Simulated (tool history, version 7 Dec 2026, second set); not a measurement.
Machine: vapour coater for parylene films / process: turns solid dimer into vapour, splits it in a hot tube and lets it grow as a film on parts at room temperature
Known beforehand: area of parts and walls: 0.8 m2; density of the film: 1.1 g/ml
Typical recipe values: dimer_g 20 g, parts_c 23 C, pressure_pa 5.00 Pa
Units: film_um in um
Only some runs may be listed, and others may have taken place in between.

Run 1, day 0.000: usual settings. Result: film_um 10.03 um.
Run 2, day 0.775: usual settings. Result: film_um 10.06 um.
Run 3, day 1.262: usual settings but parts_c 25 C. Result: film_um 9.64 um.
Run 4, day 1.729: usual settings but parts_c 19 C. Result: film_um 10.73 um.
Run 5, day 2.846: usual settings but parts_c 28 C. Result: film_um 9.11 um.
Run 6, day 3.438: usual settings but parts_c 28 C. Result: film_um 9.11 um.
Run 7, day 4.238: usual settings but parts_c 28 C. Result: film_um 9.00 um.
Run 8, day 4.792: usual settings but dimer_g 16 g, parts_c 27 C, pressure_pa 4.94 Pa. Result: film_um 7.36 um.
Run 9, day 5.346: usual settings but parts_c 27 C, pressure_pa 4.00 Pa. Result: film_um 9.69 um.
Run 10, day 6.442: usual settings but parts_c 34 C, pressure_pa 4.00 Pa. Result: film_um 8.47 um.

For each run, the measured value with the value that run would have given without the tool's hidden condition subtracted. The run-to-run variation is shared by both, the gauge scatter possibly not:
Hidden conditions of the tool in this case: vapour lost through the trap's worn valve, %; true temperature of the parts over the reading, C; drift of the gauge itself on film_um, %.
run  film_um
  1    -0.30
  2    -0.32
  3    -0.32
  4    -0.38
  5    -0.36
  6    -0.37
  7    -0.39
  8    -0.34
  9    -0.46
 10    -0.43

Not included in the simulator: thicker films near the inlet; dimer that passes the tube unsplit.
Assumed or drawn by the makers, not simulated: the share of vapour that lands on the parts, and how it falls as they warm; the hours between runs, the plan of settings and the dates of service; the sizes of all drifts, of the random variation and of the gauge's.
